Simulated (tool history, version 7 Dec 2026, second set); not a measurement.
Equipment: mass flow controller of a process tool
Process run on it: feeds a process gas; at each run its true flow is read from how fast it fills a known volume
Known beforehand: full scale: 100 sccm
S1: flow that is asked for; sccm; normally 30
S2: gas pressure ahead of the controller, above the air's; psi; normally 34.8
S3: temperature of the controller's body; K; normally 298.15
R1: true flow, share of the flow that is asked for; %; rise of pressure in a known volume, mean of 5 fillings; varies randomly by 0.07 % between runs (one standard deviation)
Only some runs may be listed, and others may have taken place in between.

Run 1, hour 0: usual settings. Result: R1 97.36 %.
Run 2, hour 260.4: usual settings but S2 40.5 psi. Result: R1 97.2 %.
Run 3, hour 680.7: usual settings but S3 307.15 K. Result: R1 96.94 %.
Run 4, hour 881.8: usual settings but S3 307.15 K. Result: R1 97.08 %.
Run 5, hour 1094.3: usual settings. Result: R1 97.18 %.
Run 6, hour 1407: usual settings but S3 304.15 K. Result: R1 96.85 %.
Run 7, hour 1624.9: usual settings but S3 304.15 K. Result: R1 97.17 %.
Run 8, hour 1874.4: usual settings but S3 304.15 K. Result: R1 96.85 %.
At hour 1937.4: controller exchanged for a calibrated one.
Run 9, hour 2294.6: usual settings but S3 304.15 K. Result: R1 98.8 %.
Run 10, hour 2582.9: usual settings but S3 304.15 K. Result: R1 98.67 %.
Run 11, hour 2954: usual settings but S3 304.15 K. Result: R1 98.56 %.
Run 12, hour 3328.6: usual settings. Result: R1 98.67 %.
Run 13, hour 3646.3: usual settings. Result: R1 98.72 %.
Run 14, hour 3832.5: usual settings. Result: R1 98.52 %.
Run 15, hour 4231.6: usual settings. Result: R1 98.57 %.
Run 16, hour 4571.2: usual settings. Result: R1 98.49 %.
Run 17, hour 4860: usual settings. Result: R1 98.45 %.
Run 18, hour 5111.8: usual settings but S2 36.7 psi. Result: R1 98.35 %.
Run 19, hour 5374.2: usual settings but S2 36.7 psi. Result: R1 98.32 %.
Run 20, hour 5566.1: usual settings but S1 60 sccm, S3 293.15 K. Result: R1 98.3 %.
Run 21, hour 5760.9: usual settings but S1 19 sccm, S2 27.6 psi, S3 293.15 K. Result: R1 98.79 %.
Run 22, hour 6103.3: usual settings but S1 19 sccm, S2 27.6 psi, S3 293.15 K. Result: R1 98.73 %.
Run 23, hour 6359.4: usual settings but S1 19 sccm, S2 37.9 psi, S3 300.15 K. Result: R1 98.3 %.
Run 24, hour 6659.6: usual settings but S1 92 sccm, S2 35.7 psi, S3 312.15 K. Result: R1 98.02 %.
At hour 6692.3: controller's zero set anew.
Run 25, hour 6876.3: usual settings but S1 92 sccm, S2 35.7 psi, S3 312.15 K. Result: R1 97.94 %.
Run 26, hour 7269.1: usual settings but S1 62 sccm, S2 30.2 psi, S3 300.15 K. Result: R1 98.28 %.
Run 27, hour 7604.5: usual settings but S1 15 sccm, S2 21.5 psi, S3 308.15 K. Result: R1 99.51 %.
Run 28, hour 8021.6: usual settings but S1 19 sccm, S2 27.8 psi. Result: R1 99 %.
Run 29, hour 8197.5: usual settings but S1 76 sccm, S3 310.15 K. Result: R1 97.65 %.
At hour 8312.4: controller's zero set anew, once more.
Run 30, hour 8541.2: usual settings but S1 38 sccm, S3 303.15 K. Result: R1 96.77 %.
Run 31, hour 8753.5: usual settings but S3 297.15 K. Result: R1 96.67 %.
Run 32, hour 9100.9: usual settings but S3 307.15 K. Result: R1 96.42 %.
Run 33, hour 9339.6: usual settings but S1 53 sccm, S2 28.1 psi, S3 293.15 K. Result: R1 97.22 %.
Run 34, hour 9630.9: usual settings but S1 53 sccm, S2 31.2 psi, S3 300.15 K. Result: R1 96.71 %.
Run 35, hour 10049.4: usual settings but S1 65 sccm, S2 24.2 psi, S3 297.15 K. Result: R1 97.11 %.
Run 36, hour 10389.5: usual settings but S1 65 sccm, S2 24.2 psi, S3 297.15 K. Result: R1 96.96 %.

What does the tool deliver on the next run?
Run 37, hour 10671.2: usual settings but S1 44 sccm, S2 37.3 psi. Result: R1 ?.

{"run 37": {"R1": 96.27}}
On a tool with no hidden condition, and with the same random variation, this run would have come out at R1 99.07 %.
